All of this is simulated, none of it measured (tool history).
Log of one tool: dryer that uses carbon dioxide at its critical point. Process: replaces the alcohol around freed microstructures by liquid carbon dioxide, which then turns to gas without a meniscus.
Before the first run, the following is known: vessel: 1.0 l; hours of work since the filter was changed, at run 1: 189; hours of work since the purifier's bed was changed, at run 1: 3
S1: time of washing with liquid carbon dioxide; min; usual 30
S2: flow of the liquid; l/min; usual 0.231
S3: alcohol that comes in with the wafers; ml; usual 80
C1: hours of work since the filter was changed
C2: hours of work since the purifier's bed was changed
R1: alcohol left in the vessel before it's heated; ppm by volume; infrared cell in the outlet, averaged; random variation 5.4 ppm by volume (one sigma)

| run | hour | S1 | S2 | S3 | C1 | C2 | R1 |
|---|---|---|---|---|---|---|---|
| 1 | 0 | 30 | 0.231 | 80 | 189 | 3 | 293 |
|  | 5.2 | inlet filter changed |
| 2 | 12.8 | 30 | 0.231 | 80 | 4 | 9 | 137 |
| 3 | 20.4 | 30 | 0.231 | 80 | 8 | 13 | 149 |
| 4 | 32.9 | 30 | 0.231 | 80 | 14 | 19 | 142 |
| 5 | 46.4 | 30 | 0.231 | 61 | 21 | 26 | 115 |
| 6 | 57.4 | 30 | 0.231 | 61 | 26 | 31 | 119 |
| 7 | 65.1 | 19 | 0.231 | 80 | 30 | 35 | 1459 |
| 8 | 78.5 | 30 | 0.231 | 80 | 37 | 42 | 162 |
| 9 | 87.4 | 30 | 0.231 | 80 | 41 | 46 | 169 |
| 10 | 103.1 | 30 | 0.231 | 80 | 49 | 54 | 175 |
| 11 | 111.4 | 30 | 0.231 | 80 | 53 | 58 | 172 |
| 12 | 121.4 | 30 | 0.231 | 80 | 58 | 63 | 178 |
| 13 | 134.8 | 30 | 0.269 | 80 | 65 | 70 | 79 |
| 14 | 141.5 | 30 | 0.269 | 80 | 68 | 73 | 87 |
| 15 | 150.5 | 20 | 0.231 | 80 | 73 | 78 | 1368 |
| 16 | 158.9 | 20 | 0.231 | 72 | 77 | 82 | 1247 |
| 17 | 167.9 | 29 | 0.231 | 80 | 81 | 86 | 245 |
| 18 | 183.2 | 28 | 0.231 | 80 | 89 | 94 | 293 |
| 19 | 196.1 | 39 | 0.231 | 67 | 95 | 100 | 50 |
| 20 | 203 | 39 | 0.223 | 27 | 99 | 104 | 44 |
| 21 | 218.9 | 27 | 0.223 | 36 | 107 | 112 | 221 |
| 22 | 231.4 | 27 | 0.223 | 36 | 113 | 118 | 235 |
| 23 | 247.4 | 21 | 0.225 | 48 | 121 | 126 | 881 |
| 24 | 261.3 | 26 | 0.169 | 80 | 128 | 133 | 1878 |
| 25 | 270.5 | 26 | 0.169 | 80 | 133 | 138 | 1924 |
| 26 | 283.4 | 26 | 0.169 | 80 | 139 | 144 | 2005 |
| 27 | 292.1 | 30 | 0.267 | 38 | 143 | 148 | 75 |
| 28 | 300.2 | 30 | 0.267 | 38 | 147 | 152 | 76 |
| 29 | 306.9 | 23 | 0.271 | 80 | 151 | 156 | 469 |
| 30 | 319.3 | 26 | 0.231 | 103 | 157 | 162 | 694 |

Branching from run 30: 5 alternative next runs. What would each branch give?
| A | 331.8 | 19 | 0.322 | 50 | 163 | 168 | ? |
| B | 331.8 | 30 | 0.17 | 101 | 163 | 168 | ? |
| C | 331.8 | 30 | 0.176 | 80 | 163 | 168 | ? |
| D | 331.8 | 42 | 0.18 | 103 | 163 | 168 | ? |
| E | 331.8 | 24 | 0.262 | 71 | 163 | 168 | ? |

| run | R1 |
|---|---|
| A | 345 |
| B | 1446 |
| C | 1029 |
| D | 231 |
| E | 425 |
Had the tool no hidden state, the same runs would have come out as:
| run | R1 |
|---|---|
| A | 164 |
| B | 836 |
| C | 579 |
| D | 96 |
| E | 209 |
